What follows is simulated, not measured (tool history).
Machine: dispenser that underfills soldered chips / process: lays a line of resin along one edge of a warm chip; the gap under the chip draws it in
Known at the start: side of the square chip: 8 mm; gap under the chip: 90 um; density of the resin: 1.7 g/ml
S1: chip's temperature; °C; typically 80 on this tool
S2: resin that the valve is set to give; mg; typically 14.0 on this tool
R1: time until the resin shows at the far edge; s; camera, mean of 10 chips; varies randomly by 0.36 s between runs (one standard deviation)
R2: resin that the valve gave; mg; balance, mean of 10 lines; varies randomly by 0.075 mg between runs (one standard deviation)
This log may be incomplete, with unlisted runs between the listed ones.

Run 1, day 0.000: usual settings. Result: R1 24.1 s, R2 13.98 mg.
Run 2, day 0.192: usual settings. Result: R1 27.3 s, R2 13.86 mg.
At day 0.338: new syringe of resin.
Run 3, day 0.408: usual settings. Result: R1 22.9 s, R2 13.92 mg.
Run 4, day 0.600: usual settings but S2 13.2 mg. Result: R1 25.6 s, R2 13.23 mg.
At day 0.896: new syringe of resin.
Run 5, day 0.896: usual settings but S2 13.2 mg. Result: R1 22.3 s, R2 13.03 mg.
Run 6, day 1.183: usual settings but S2 13.2 mg. Result: R1 26.5 s, R2 12.96 mg.
Run 7, day 1.354: usual settings. Result: R1 28.6 s, R2 13.86 mg.
At day 1.475: new syringe of resin.
Run 8, day 1.554: usual settings but S2 16.6 mg. Result: R1 22.5 s, R2 16.28 mg.
Run 9, day 1.725: usual settings but S2 16.6 mg. Result: R1 25.1 s, R2 16.32 mg.
Run 10, day 1.996: usual settings but S2 16.6 mg. Result: R1 29.1 s, R2 16.34 mg.
At day 2.050: new syringe of resin.
Run 11, day 2.288: usual settings but S2 13.7 mg. Result: R1 25.7 s, R2 13.41 mg.
Run 12, day 2.462: usual settings. Result: R1 27.7 s, R2 13.66 mg.
At day 2.629: new syringe of resin.
Run 13, day 2.675: usual settings. Result: R1 22.9 s, R2 13.61 mg.
Run 14, day 2.854: usual settings. Result: R1 25.7 s, R2 13.58 mg.
Run 15, day 3.054: usual settings. Result: R1 28.8 s, R2 13.54 mg.
At day 3.196: new syringe of resin.
Run 16, day 3.233: usual settings but S1 77 °C. Result: R1 25.9 s, R2 13.54 mg.
Run 17, day 3.425: usual settings but S2 14.2 mg. Result: R1 25.9 s, R2 13.85 mg.
Run 18, day 3.588: usual settings but S2 14.2 mg. Result: R1 27.8 s, R2 13.79 mg.
Run 19, day 3.712: usual settings but S1 66 °C, S2 14.2 mg. Result: R1 57.7 s, R2 13.80 mg.
At day 3.767: new syringe of resin.
Run 20, day 3.883: usual settings but S1 66 °C, S2 12.8 mg. Result: R1 48.2 s, R2 12.42 mg.
Run 21, day 4.088: usual settings but S1 92 °C, S2 12.6 mg. Result: R1 16.7 s, R2 12.04 mg.
Run 22, day 4.246: usual settings but S1 79 °C, S2 13.9 mg. Result: R1 31.2 s, R2 13.25 mg.
At day 4.342: new syringe of resin.
At day 4.458: dispensing valve cleaned and set on the balance.
Run 23, day 4.458: usual settings but S1 89 °C. Result: R1 15.6 s, R2 13.91 mg.
Run 24, day 4.679: usual settings but S2 14.1 mg. Result: R1 26.8 s, R2 14.05 mg.
At day 4.946: new syringe of resin.
Run 25, day 4.946: usual settings but S1 83 °C, S2 15.3 mg. Result: R1 19.2 s, R2 15.09 mg.
Run 26, day 5.121: usual settings but S1 69 °C, S2 14.9 mg. Result: R1 41.7 s, R2 14.74 mg.
Run 27, day 5.250: usual settings but S1 69 °C, S2 14.9 mg. Result: R1 44.1 s, R2 14.80 mg.
Run 28, day 5.488: usual settings but S1 73 °C, S2 13.3 mg. Result: R1 43.6 s, R2 13.09 mg.
At day 5.517: new syringe of resin.
Run 29, day 5.725: usual settings but S2 12.3 mg. Result: R1 26.3 s, R2 12.17 mg.
Run 30, day 5.908: usual settings but S2 12.3 mg. Result: R1 29.1 s, R2 12.13 mg.
At day 6.088: new syringe of resin.
Run 31, day 6.112: usual settings but S2 12.0 mg. Result: R1 23.5 s, R2 11.79 mg.
Run 32, day 6.367: usual settings but S1 69 °C, S2 13.3 mg. Result: R1 44.5 s, R2 12.84 mg.
Run 33, day 6.571: usual settings but S1 69 °C, S2 13.3 mg. Result: R1 49.7 s, R2 13.05 mg.
At day 6.658: new syringe of resin.
Run 34, day 6.858: usual settings but S1 69 °C, S2 13.3 mg. Result: R1 43.7 s, R2 12.97 mg.
Run 35, day 7.146: usual settings but S1 66 °C. Result: R1 59.3 s, R2 13.63 mg.
At day 7.225: new syringe of resin.
Run 36, day 7.283: usual settings but S1 67 °C, S2 13.7 mg. Result: R1 43.0 s, R2 13.27 mg.

Consider 3 possible next runs. They are alternatives, not a sequence: every one starts from the tool as it was left by run 36. What does each give?
Run A, day 7.533: usual settings but S1 70 °C, S2 16.8 mg. Result: R1 ?, R2 ?.
Run B, day 7.533: usual settings but S1 73 °C, S2 13.7 mg. Result: R1 ?, R2 ?.
Run C, day 7.533: usual settings but S1 70 °C, S2 12.3 mg. Result: R1 ?, R2 ?.

run    R1     R2
  A  41.4  16.28
  B  36.6  13.20
  C  45.9  11.91
Had the tool no hidden state, the same runs would have come out as:
run    R1     R2
  A  31.8  16.81
  B  27.9  13.63
  C  35.0  12.29
